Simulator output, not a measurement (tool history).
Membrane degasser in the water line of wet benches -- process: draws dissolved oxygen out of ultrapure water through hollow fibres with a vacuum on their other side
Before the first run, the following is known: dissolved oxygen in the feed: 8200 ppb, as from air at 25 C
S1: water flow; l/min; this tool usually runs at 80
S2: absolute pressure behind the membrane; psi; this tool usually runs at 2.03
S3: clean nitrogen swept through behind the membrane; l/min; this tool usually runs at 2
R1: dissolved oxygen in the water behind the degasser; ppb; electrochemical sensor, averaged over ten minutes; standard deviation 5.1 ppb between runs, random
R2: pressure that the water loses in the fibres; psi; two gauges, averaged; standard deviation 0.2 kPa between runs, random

run 1 day=0 | S1=80 S2=2.03 S3=2 | R1=797.7 R2=6.157
run 2 day=4.662 | S1=80 S2=2.03 S3=1.14 | R1=1186.3 R2=6.192
run 3 day=8.992 | S1=80 S2=2.03 S3=1.14 | R1=1181.2 R2=6.287
run 4 day=15.496 | S1=80 S2=2.03 S3=2 | R1=795.8 R2=6.216
run 5 day=21.762 | S1=80 S2=2.03 S3=2 | R1=791.2 R2=6.248
run 6 day=25.296 | S1=80 S2=2.03 S3=2 | R1=797.1 R2=6.292
run 7 day=30.121 | S1=80 S2=2.03 S3=2 | R1=792.6 R2=6.241
run 8 day=36.192 | S1=80 S2=2.03 S3=2 | R1=796 R2=6.253
run 9 day=42.633 | S1=80 S2=2.03 S3=2 | R1=802.6 R2=6.25
run 10 day=47.512 | S1=80 S2=2.03 S3=2 | R1=795.1 R2=6.284
run 11 day=52.329 | S1=80 S2=2.03 S3=4.8 | R1=392.1 R2=6.273
run 12 day=58.554 | S1=80 S2=2.03 S3=4.8 | R1=392.3 R2=6.237
run 13 day=63.446 | S1=56 S2=2.03 S3=4.8 | R1=285.3 R2=4.373
run 14 day=70.2 | S1=56 S2=2.03 S3=4.8 | R1=283 R2=4.361
run 15 day=74.704 | S1=56 S2=2.03 S3=4.8 | R1=289.2 R2=4.411
run 16 day=79.317 | S1=56 S2=2.03 S3=4.8 | R1=288.2 R2=4.418
run 17 day=82.85 | S1=80 S2=2.03 S3=5.56 | R1=344.1 R2=6.296
run 18 day=85.946 | S1=80 S2=2.03 S3=5.56 | R1=346.6 R2=6.295
run 19 day=91.5 | S1=48 S2=1.26 S3=5.56 | R1=111 R2=3.745
run 20 day=98.133 | S1=80 S2=1.71 S3=4.73 | R1=319.5 R2=6.348
run 21 day=101.854 | S1=57 S2=3.13 S3=3.68 | R1=610.4 R2=4.554
run 22 day=106.575 | S1=91 S2=2.86 S3=5.59 | R1=579.8 R2=7.169
run 23 day=110.304 | S1=52 S2=2.03 S3=2.99 | R1=407.5 R2=4.103
-- day=113.875 seals of the vacuum lines changed
run 24 day=116.479 | S1=66 S2=3.45 S3=2.16 | R1=1147.8 R2=5.246
run 25 day=121.742 | S1=65 S2=1.71 S3=1.42 | R1=719.3 R2=5.137
run 26 day=127.433 | S1=80 S2=2.03 S3=4.91 | R1=386 R2=6.353
run 27 day=134.104 | S1=80 S2=2.03 S3=4.91 | R1=385 R2=6.366
run 28 day=140.146 | S1=80 S2=2.03 S3=4.91 | R1=386.1 R2=6.377
run 29 day=145.917 | S1=80 S2=2.03 S3=1.05 | R1=1248 R2=6.308
run 30 day=150.912 | S1=105 S2=4.51 S3=1.15 | R1=2976.1 R2=8.37
run 31 day=157.7 | S1=105 S2=4.51 S3=1.15 | R1=2944.8 R2=8.383
run 32 day=161.05 | S1=105 S2=4.51 S3=1.15 | R1=2964.8 R2=8.396

Forecast each of these 3 alternatives for the next run:
run A day=164.2 | S1=81 S2=2.03 S3=1.03 | R1=? R2=?
run B day=164.2 | S1=80 S2=3.36 S3=2 | R1=? R2=?
run C day=164.2 | S1=99 S2=1.58 S3=0.97 | R1=? R2=?

run=A R1=1270.9 R2=6.45
run=B R1=1403.7 R2=6.392
run=C R1=1103.8 R2=7.874
Stripped of hidden state, with their random variation kept, the same runs would have yielded:
run=A R1=1270.6 R2=6.286
run=B R1=1403.5 R2=6.229
run=C R1=1103.4 R2=7.675

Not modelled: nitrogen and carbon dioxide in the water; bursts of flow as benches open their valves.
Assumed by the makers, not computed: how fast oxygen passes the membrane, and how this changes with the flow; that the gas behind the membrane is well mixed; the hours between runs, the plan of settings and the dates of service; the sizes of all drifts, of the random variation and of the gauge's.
